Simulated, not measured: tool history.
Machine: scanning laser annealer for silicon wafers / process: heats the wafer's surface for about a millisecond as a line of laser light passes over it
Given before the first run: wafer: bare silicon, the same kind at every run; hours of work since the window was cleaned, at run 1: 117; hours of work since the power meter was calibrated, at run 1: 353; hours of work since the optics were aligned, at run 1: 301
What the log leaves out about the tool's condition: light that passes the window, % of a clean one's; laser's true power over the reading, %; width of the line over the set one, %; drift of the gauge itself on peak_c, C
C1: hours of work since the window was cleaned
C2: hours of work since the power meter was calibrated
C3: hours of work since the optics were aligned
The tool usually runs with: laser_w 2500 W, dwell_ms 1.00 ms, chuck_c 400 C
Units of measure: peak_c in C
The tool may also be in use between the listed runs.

{"run": 1, "hour": 0.0, "laser_w": 2500, "dwell_ms": 1.0, "chuck_c": 400, "C1": 117, "C2": 353, "C3": 301, "peak_c": 1187}
{"run": 2, "hour": 18.1, "laser_w": 2500, "dwell_ms": 1.0, "chuck_c": 400, "C1": 127, "C2": 363, "C3": 312, "peak_c": 1185}
{"run": 3, "hour": 32.6, "laser_w": 2500, "dwell_ms": 1.0, "chuck_c": 400, "C1": 135, "C2": 371, "C3": 320, "peak_c": 1184}
{"run": 4, "hour": 42.5, "laser_w": 2500, "dwell_ms": 1.0, "chuck_c": 400, "C1": 141, "C2": 377, "C3": 326, "peak_c": 1187}
{"run": 5, "hour": 58.4, "laser_w": 2500, "dwell_ms": 1.0, "chuck_c": 400, "C1": 150, "C2": 386, "C3": 335, "peak_c": 1186}
{"run": 6, "hour": 71.1, "laser_w": 2500, "dwell_ms": 1.0, "chuck_c": 400, "C1": 157, "C2": 393, "C3": 342, "peak_c": 1183}
{"run": 7, "hour": 88.4, "laser_w": 2500, "dwell_ms": 1.0, "chuck_c": 400, "C1": 167, "C2": 403, "C3": 352, "peak_c": 1185}
{"run": 8, "hour": 100.1, "laser_w": 2500, "dwell_ms": 1.0, "chuck_c": 400, "C1": 174, "C2": 410, "C3": 358, "peak_c": 1183}
{"run": 9, "hour": 113.5, "laser_w": 2161, "dwell_ms": 1.08, "chuck_c": 400, "C1": 181, "C2": 417, "C3": 366, "peak_c": 1114}
{"run": 10, "hour": 126.3, "laser_w": 2161, "dwell_ms": 1.08, "chuck_c": 400, "C1": 189, "C2": 424, "C3": 373, "peak_c": 1113}
{"run": 11, "hour": 143.8, "laser_w": 2161, "dwell_ms": 1.08, "chuck_c": 400, "C1": 198, "C2": 434, "C3": 383, "peak_c": 1115}
{"run": 12, "hour": 151.6, "laser_w": 2624, "dwell_ms": 1.08, "chuck_c": 414, "C1": 203, "C2": 439, "C3": 387, "peak_c": 1267}
{"run": 13, "hour": 166.0, "laser_w": 2624, "dwell_ms": 1.08, "chuck_c": 414, "C1": 211, "C2": 447, "C3": 396, "peak_c": 1266}

What if the next run were any one of these 4? Each begins from the tool's condition after run 13:
{"run": "A", "hour": 177.4, "laser_w": 2500, "dwell_ms": 1.0, "chuck_c": 430, "C1": 218, "C2": 453, "C3": 402, "peak_c": "?"}
{"run": "B", "hour": 177.4, "laser_w": 2633, "dwell_ms": 1.0, "chuck_c": 410, "C1": 218, "C2": 453, "C3": 402, "peak_c": "?"}
{"run": "C", "hour": 177.4, "laser_w": 2600, "dwell_ms": 0.8, "chuck_c": 414, "C1": 218, "C2": 453, "C3": 402, "peak_c": "?"}
{"run": "D", "hour": 177.4, "laser_w": 2500, "dwell_ms": 0.74, "chuck_c": 419, "C1": 218, "C2": 453, "C3": 402, "peak_c": "?"}

run=A peak_c=1206
run=B peak_c=1230
run=C peak_c=1135
run=D peak_c=1085
Without the tool's unlogged condition, the same runs would have read:
run=A peak_c=1229
run=B peak_c=1253
run=C peak_c=1156
run=D peak_c=1104

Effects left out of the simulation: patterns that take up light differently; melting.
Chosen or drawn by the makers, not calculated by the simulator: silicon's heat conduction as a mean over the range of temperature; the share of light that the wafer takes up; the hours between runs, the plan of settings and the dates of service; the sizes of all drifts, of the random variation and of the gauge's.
